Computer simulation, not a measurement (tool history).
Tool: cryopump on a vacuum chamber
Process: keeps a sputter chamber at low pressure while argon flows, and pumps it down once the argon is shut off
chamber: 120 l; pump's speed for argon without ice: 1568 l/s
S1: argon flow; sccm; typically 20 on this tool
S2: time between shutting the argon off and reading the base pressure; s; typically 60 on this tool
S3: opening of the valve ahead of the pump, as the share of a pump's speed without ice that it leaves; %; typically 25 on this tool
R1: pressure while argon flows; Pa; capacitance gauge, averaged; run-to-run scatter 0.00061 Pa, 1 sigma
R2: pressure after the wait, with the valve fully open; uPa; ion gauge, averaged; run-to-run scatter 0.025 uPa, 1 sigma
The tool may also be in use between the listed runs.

run 1 hour=0.0 | S1=20 S2=60 S3=25 | R1=0.0911 R2=3.59
run 2 hour=80.5 | S1=20 S2=60 S3=25 | R1=0.0925 R2=3.54
-- hour=155.8 pump warmed up, emptied and cooled again
run 3 hour=182.6 | S1=20 S2=60 S3=25 | R1=0.0869 R2=3.00
run 4 hour=261.1 | S1=20 S2=60 S3=25 | R1=0.0871 R2=3.09
run 5 hour=317.5 | S1=20 S2=60 S3=25 | R1=0.0868 R2=3.14
run 6 hour=415.7 | S1=20 S2=60 S3=25 | R1=0.0881 R2=3.26
run 7 hour=494.6 | S1=20 S2=60 S3=25 | R1=0.0867 R2=3.16
run 8 hour=589.8 | S1=20 S2=60 S3=45 | R1=0.0509 R2=3.28
run 9 hour=682.4 | S1=20 S2=60 S3=45 | R1=0.0505 R2=3.37
run 10 hour=732.8 | S1=20 S2=60 S3=45 | R1=0.0500 R2=3.38
run 11 hour=811.3 | S1=20 S2=182 S3=25 | R1=0.0881 R2=2.90
run 12 hour=904.2 | S1=20 S2=26 S3=25 | R1=0.0891 R2=4.56
run 13 hour=997.2 | S1=39 S2=60 S3=25 | R1=0.1759 R2=3.59
run 14 hour=1069.7 | S1=20 S2=60 S3=25 | R1=0.0909 R2=3.67
run 15 hour=1124.9 | S1=20 S2=60 S3=25 | R1=0.0908 R2=3.68
run 16 hour=1221.7 | S1=20 S2=97 S3=25 | R1=0.0910 R2=3.68
run 17 hour=1316.7 | S1=20 S2=97 S3=25 | R1=0.0916 R2=3.54
run 18 hour=1407.5 | S1=9 S2=97 S3=24 | R1=0.0433 R2=3.54
run 19 hour=1486.1 | S1=8 S2=272 S3=37 | R1=0.0253 R2=3.41
run 20 hour=1571.1 | S1=20 S2=204 S3=18 | R1=0.1263 R2=3.59
run 21 hour=1645.8 | S1=16 S2=131 S3=17 | R1=0.1077 R2=3.82
-- hour=1654.4 leaking fittings of the chamber tightened, without venting
run 22 hour=1746.5 | S1=15 S2=126 S3=35 | R1=0.0521 R2=0.66
run 23 hour=1822.2 | S1=20 S2=60 S3=43 | R1=0.0578 R2=1.18
-- hour=1832.7 pump warmed up, emptied and cooled again
run 24 hour=1897.4 | S1=27 S2=283 S3=33 | R1=0.0888 R2=0.47
run 25 hour=1970.9 | S1=26 S2=159 S3=16 | R1=0.1761 R2=0.64
run 26 hour=2042.3 | S1=13 S2=77 S3=18 | R1=0.0792 R2=0.99
run 27 hour=2120.5 | S1=15 S2=60 S3=28 | R1=0.0592 R2=1.17
run 28 hour=2197.9 | S1=15 S2=60 S3=28 | R1=0.0592 R2=1.22
run 29 hour=2271.4 | S1=15 S2=60 S3=28 | R1=0.0586 R2=1.26
run 30 hour=2368.6 | S1=11 S2=78 S3=28 | R1=0.0435 R2=1.09
run 31 hour=2447.7 | S1=11 S2=78 S3=28 | R1=0.0440 R2=1.11
run 32 hour=2516.2 | S1=31 S2=212 S3=30 | R1=0.1157 R2=0.77
run 33 hour=2600.0 | S1=39 S2=35 S3=16 | R1=0.2711 R2=2.00

What if the next run were any one of these 3? Each begins from the tool's condition after run 33:
run A hour=2682.4 | S1=33 S2=284 S3=18 | R1=? R2=?
run B hour=2682.4 | S1=29 S2=111 S3=25 | R1=? R2=?
run C hour=2682.4 | S1=39 S2=35 S3=29 | R1=? R2=?

run=A R1=0.2018 R2=0.84
run=B R1=0.1314 R2=1.07
run=C R1=0.1525 R2=2.03
With the hidden condition removed and each run's random variation left untouched, the same runs would have given:
run=A R1=0.1954 R2=0.36
run=B R1=0.1258 R2=0.61
run=C R1=0.1449 R2=1.56
